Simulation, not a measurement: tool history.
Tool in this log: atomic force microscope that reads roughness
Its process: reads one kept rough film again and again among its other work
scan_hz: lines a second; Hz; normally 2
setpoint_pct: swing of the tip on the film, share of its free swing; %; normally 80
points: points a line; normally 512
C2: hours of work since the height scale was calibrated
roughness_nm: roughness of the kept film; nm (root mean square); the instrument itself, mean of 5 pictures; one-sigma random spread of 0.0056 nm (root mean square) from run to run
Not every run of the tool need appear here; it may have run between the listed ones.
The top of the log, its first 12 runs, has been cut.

Run 13, day 23.712: usual settings but scan_hz 0.81 Hz, setpoint_pct 64 %; pictures with this tip 244; C2 1275. Result: roughness_nm 1.379 nm (root mean square).
At day 23.912: height scale calibrated on a step standard.
At day 24.579: new tip fitted.
Run 14, day 25.675: usual settings but scan_hz 0.81 Hz, setpoint_pct 64 %; pictures with this tip 40; C2 32. Result: roughness_nm 1.408 nm (root mean square).
Run 15, day 28.046: usual settings; pictures with this tip 127; C2 77. Result: roughness_nm 1.321 nm (root mean square).
Run 16, day 30.562: usual settings but scan_hz 1.82 Hz, setpoint_pct 65 %, points 518; pictures with this tip 219; C2 124. Result: roughness_nm 1.365 nm (root mean square).
At day 32.029: new tip fitted.
Run 17, day 33.138: usual settings but scan_hz 3.08 Hz, setpoint_pct 64 %, points 310; pictures with this tip 41; C2 171. Result: roughness_nm 1.358 nm (root mean square).
Run 18, day 34.375: usual settings but scan_hz 3.08 Hz, setpoint_pct 58 %, points 310; pictures with this tip 86; C2 194. Result: roughness_nm 1.371 nm (root mean square).
At day 35.062: height scale calibrated on a step standard, once more.
Run 19, day 37.088: usual settings but scan_hz 0.57 Hz, setpoint_pct 89 %, points 370; pictures with this tip 184; C2 38. Result: roughness_nm 1.395 nm (root mean square).
Run 20, day 39.15: usual settings but scan_hz 0.57 Hz, setpoint_pct 89 %, points 370; pictures with this tip 259; C2 76. Result: roughness_nm 1.379 nm (root mean square).
At day 39.608: new tip fitted.
Run 21, day 42.142: usual settings but scan_hz 3.44 Hz, setpoint_pct 76 %, points 259; pictures with this tip 93; C2 132. Result: roughness_nm 1.328 nm (root mean square).
Run 22, day 43.462: usual settings but scan_hz 1.35 Hz, setpoint_pct 70 %, points 481; pictures with this tip 141; C2 156. Result: roughness_nm 1.399 nm (root mean square).

Run 23 comes next. What will it give?
Run 23, day 45.758: usual settings but scan_hz 1.35 Hz, setpoint_pct 70 %, points 481; pictures with this tip 226; C2 199. Result: roughness_nm ?.

For run 23 the tool returned roughness_nm 1.392 nm (root mean square).
Take away the tool's hidden state, keep the run-to-run variation as it was, and the same run would have given roughness_nm 1.426 nm (root mean square).

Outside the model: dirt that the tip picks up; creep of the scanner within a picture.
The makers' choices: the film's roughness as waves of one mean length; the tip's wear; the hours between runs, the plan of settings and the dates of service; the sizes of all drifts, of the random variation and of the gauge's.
